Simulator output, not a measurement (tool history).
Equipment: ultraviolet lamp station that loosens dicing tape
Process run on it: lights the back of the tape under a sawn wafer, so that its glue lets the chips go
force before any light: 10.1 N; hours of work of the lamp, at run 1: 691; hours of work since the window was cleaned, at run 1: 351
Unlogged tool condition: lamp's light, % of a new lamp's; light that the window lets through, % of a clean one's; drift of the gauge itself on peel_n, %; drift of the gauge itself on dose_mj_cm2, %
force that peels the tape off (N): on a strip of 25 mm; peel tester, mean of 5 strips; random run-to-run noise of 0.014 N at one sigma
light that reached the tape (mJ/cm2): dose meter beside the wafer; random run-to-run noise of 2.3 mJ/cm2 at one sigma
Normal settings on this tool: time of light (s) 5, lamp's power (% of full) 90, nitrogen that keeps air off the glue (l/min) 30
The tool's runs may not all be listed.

run	hour	time of light (s)	lamp's power (% of full)	nitrogen that keeps air off the glue (l/min)	hours of work of the lamp	hours of work since the window was cleaned	force that peels the tape off (N)	light that reached the tape (mJ/cm2)
1	0	5	90	30	691	351	0.936	193
2	22.1	5	90	30	704	363	0.958	191
3	43.2	5	90	30	715	375	0.934	190
4	74.4	5	90	56	732	392	0.639	190
5	103.2	5	90	56	748	408	0.664	189
6	125.3	3	90	30	761	420	2.323	117
7	160.6	3	90	30	780	440	2.484	111
8	196.3	3	90	22	800	459	2.913	105
9	234.3	3	90	22	821	480	2.692	108
# hour 268.3: window cleaned of glue's vapour
10	268.3	5	90	30	839	0	0.856	197
11	317.1	5	90	30	866	27	0.894	199
12	367.1	5	90	30	894	55	0.884	199
13	409.1	5	90	30	917	78	0.929	194
14	450.2	5	90	30	939	100	0.927	199
15	479.5	5	90	30	956	117	0.926	191
16	525.9	5	77	10	981	142	2.61	163
17	561.6	5	67	13	1001	162	2.807	138
18	600.7	3	71	18	1023	183	3.839	87
19	625.3	3	71	18	1036	197	3.918	88

Estimate the outcome of run 20 from the log above:
20	656.4	3	77	30	1053	214	?	?

Run 20 came out at force that peels the tape off (N) 2.814, light that reached the tape (mJ/cm2) 94.
The same run, on a tool lacking any hidden state, would have yielded force that peels the tape off (N) 2.1, light that reached the tape (mJ/cm2) 117.
